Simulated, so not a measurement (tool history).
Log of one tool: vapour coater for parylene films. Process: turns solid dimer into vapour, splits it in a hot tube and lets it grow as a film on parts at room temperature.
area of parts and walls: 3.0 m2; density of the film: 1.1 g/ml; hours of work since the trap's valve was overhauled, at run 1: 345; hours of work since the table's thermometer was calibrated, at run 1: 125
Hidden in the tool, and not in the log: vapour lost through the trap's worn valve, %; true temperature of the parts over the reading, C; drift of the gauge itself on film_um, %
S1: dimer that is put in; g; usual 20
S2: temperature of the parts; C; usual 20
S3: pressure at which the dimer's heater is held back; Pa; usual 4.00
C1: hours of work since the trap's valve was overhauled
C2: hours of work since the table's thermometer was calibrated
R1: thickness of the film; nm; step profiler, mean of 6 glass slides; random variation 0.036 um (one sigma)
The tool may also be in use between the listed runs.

{"run": 1, "hour": 0.0, "S1": 20, "S2": 20, "S3": 4.0, "C1": 345, "C2": 125, "R1": 3440}
{"run": 2, "hour": 18.8, "S1": 20, "S2": 20, "S3": 4.0, "C1": 362, "C2": 142, "R1": 3460}
{"run": 3, "hour": 53.6, "S1": 20, "S2": 20, "S3": 4.0, "C1": 392, "C2": 172, "R1": 3410}
{"run": 4, "hour": 84.9, "S1": 20, "S2": 20, "S3": 6.07, "C1": 419, "C2": 200, "R1": 3280}
{"hour": 91.1, "done": "trap's valve overhauled"}
{"run": 5, "hour": 123.5, "S1": 20, "S2": 20, "S3": 6.07, "C1": 28, "C2": 230, "R1": 3600}
{"run": 6, "hour": 145.6, "S1": 20, "S2": 20, "S3": 6.07, "C1": 48, "C2": 249, "R1": 3510}
{"run": 7, "hour": 164.2, "S1": 20, "S2": 20, "S3": 6.07, "C1": 64, "C2": 265, "R1": 3610}
{"run": 8, "hour": 200.6, "S1": 20, "S2": 20, "S3": 4.0, "C1": 96, "C2": 297, "R1": 3610}
{"run": 9, "hour": 223.9, "S1": 20, "S2": 20, "S3": 4.0, "C1": 116, "C2": 317, "R1": 3630}
{"run": 10, "hour": 264.2, "S1": 20, "S2": 16, "S3": 4.0, "C1": 151, "C2": 353, "R1": 3950}
{"run": 11, "hour": 283.4, "S1": 20, "S2": 20, "S3": 4.0, "C1": 168, "C2": 369, "R1": 3640}
{"hour": 287.5, "done": "table's thermometer calibrated"}
{"run": 12, "hour": 303.1, "S1": 20, "S2": 20, "S3": 2.54, "C1": 184, "C2": 14, "R1": 3770}
{"run": 13, "hour": 344.0, "S1": 20, "S2": 20, "S3": 2.54, "C1": 220, "C2": 49, "R1": 3760}
{"hour": 368.8, "done": "table's thermometer calibrated, once more"}
{"run": 14, "hour": 370.1, "S1": 20, "S2": 20, "S3": 2.54, "C1": 242, "C2": 1, "R1": 3660}
{"run": 15, "hour": 389.4, "S1": 12, "S2": 20, "S3": 2.54, "C1": 259, "C2": 18, "R1": 2190}
{"run": 16, "hour": 430.6, "S1": 12, "S2": 13, "S3": 3.92, "C1": 295, "C2": 54, "R1": 2400}
{"run": 17, "hour": 462.0, "S1": 16, "S2": 12, "S3": 10.4, "C1": 322, "C2": 81, "R1": 3020}
{"run": 18, "hour": 480.5, "S1": 20, "S2": 20, "S3": 4.41, "C1": 338, "C2": 98, "R1": 3410}
{"run": 19, "hour": 517.1, "S1": 20, "S2": 20, "S3": 4.41, "C1": 370, "C2": 130, "R1": 3370}
{"run": 20, "hour": 544.1, "S1": 10, "S2": 20, "S3": 5.31, "C1": 394, "C2": 153, "R1": 1680}
{"run": 21, "hour": 568.9, "S1": 10, "S2": 20, "S3": 5.31, "C1": 415, "C2": 175, "R1": 1650}
{"hour": 580.0, "done": "trap's valve overhauled"}
{"run": 22, "hour": 596.5, "S1": 30, "S2": 18, "S3": 4.0, "C1": 14, "C2": 195, "R1": 5740}
{"run": 23, "hour": 618.9, "S1": 19, "S2": 19, "S3": 4.0, "C1": 34, "C2": 215, "R1": 3590}
{"run": 24, "hour": 648.0, "S1": 21, "S2": 16, "S3": 3.5, "C1": 59, "C2": 240, "R1": 4210}
{"run": 25, "hour": 685.6, "S1": 21, "S2": 16, "S3": 3.5, "C1": 92, "C2": 273, "R1": 4240}
{"run": 26, "hour": 705.9, "S1": 9, "S2": 18, "S3": 4.0, "C1": 110, "C2": 291, "R1": 1720}
{"run": 27, "hour": 742.3, "S1": 9, "S2": 18, "S3": 4.0, "C1": 142, "C2": 323, "R1": 1690}
{"run": 28, "hour": 781.1, "S1": 12, "S2": 15, "S3": 4.05, "C1": 176, "C2": 357, "R1": 2400}
{"run": 29, "hour": 800.3, "S1": 27, "S2": 15, "S3": 4.05, "C1": 192, "C2": 373, "R1": 5430}

Forecast each of these 4 alternatives for the next run:
{"run": "A", "hour": 838.3, "S1": 13, "S2": 15, "S3": 2.42, "C1": 226, "C2": 406, "R1": "?"}
{"run": "B", "hour": 838.3, "S1": 20, "S2": 20, "S3": 5.83, "C1": 226, "C2": 406, "R1": "?"}
{"run": "C", "hour": 838.3, "S1": 27, "S2": 15, "S3": 3.15, "C1": 226, "C2": 406, "R1": "?"}
{"run": "D", "hour": 838.3, "S1": 20, "S2": 12, "S3": 11.45, "C1": 226, "C2": 406, "R1": "?"}

run=A R1=2630
run=B R1=3400
run=C R1=5430
run=D R1=3790
Without the tool's hidden state the same runs would have given:
run=A R1=2760
run=B R1=3560
run=C R1=5680
run=D R1=3960

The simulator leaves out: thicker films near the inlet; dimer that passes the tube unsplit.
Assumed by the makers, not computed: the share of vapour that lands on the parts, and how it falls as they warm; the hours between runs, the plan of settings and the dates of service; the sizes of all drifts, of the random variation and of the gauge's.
